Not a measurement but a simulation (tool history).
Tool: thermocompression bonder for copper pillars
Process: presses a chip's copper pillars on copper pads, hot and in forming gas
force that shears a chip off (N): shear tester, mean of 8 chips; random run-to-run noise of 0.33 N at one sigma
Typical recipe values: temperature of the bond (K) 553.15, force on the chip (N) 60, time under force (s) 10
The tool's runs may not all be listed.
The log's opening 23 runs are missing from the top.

run	hour	temperature of the bond (K)	force on the chip (N)	time under force (s)	force that shears a chip off (N)
24	178.2	559.15	47	23	82
25	187.6	553.15	82	6	62.2
26	192	529.15	41	5	27.4
27	198.4	524.15	42	7	30.5
28	206.9	542.15	60	17	68.3
29	215.5	533.15	60	10	49.1
30	222.1	533.15	60	10	50.1
31	232.5	533.15	60	10	49.7
# hour 244.8: heater calibrated with a thermocouple chip
32	244.8	532.15	48	6	30.4
33	252.5	553.15	65	10	60.3
34	262.7	569.15	38	10	53.9
35	269.9	538.15	53	6	35.2
36	275	538.15	53	6	34.6
37	285.4	572.15	60	14	80.3
38	291.3	540.15	72	6	44.3
39	295.7	540.15	72	6	43.3

Predict each of these 3 candidate next runs independently; none follows another, all start after run 39:
A	306.3	571.15	60	17	?
B	306.3	553.15	54	6	?
C	306.3	540.15	72	14	?

run	force that shears a chip off (N)
A	85
B	44.1
C	61.1
Stripped of hidden state, with their random variation kept, the same runs would have yielded:
run	force that shears a chip off (N)
A	85.6
B	44.4
C	61.5
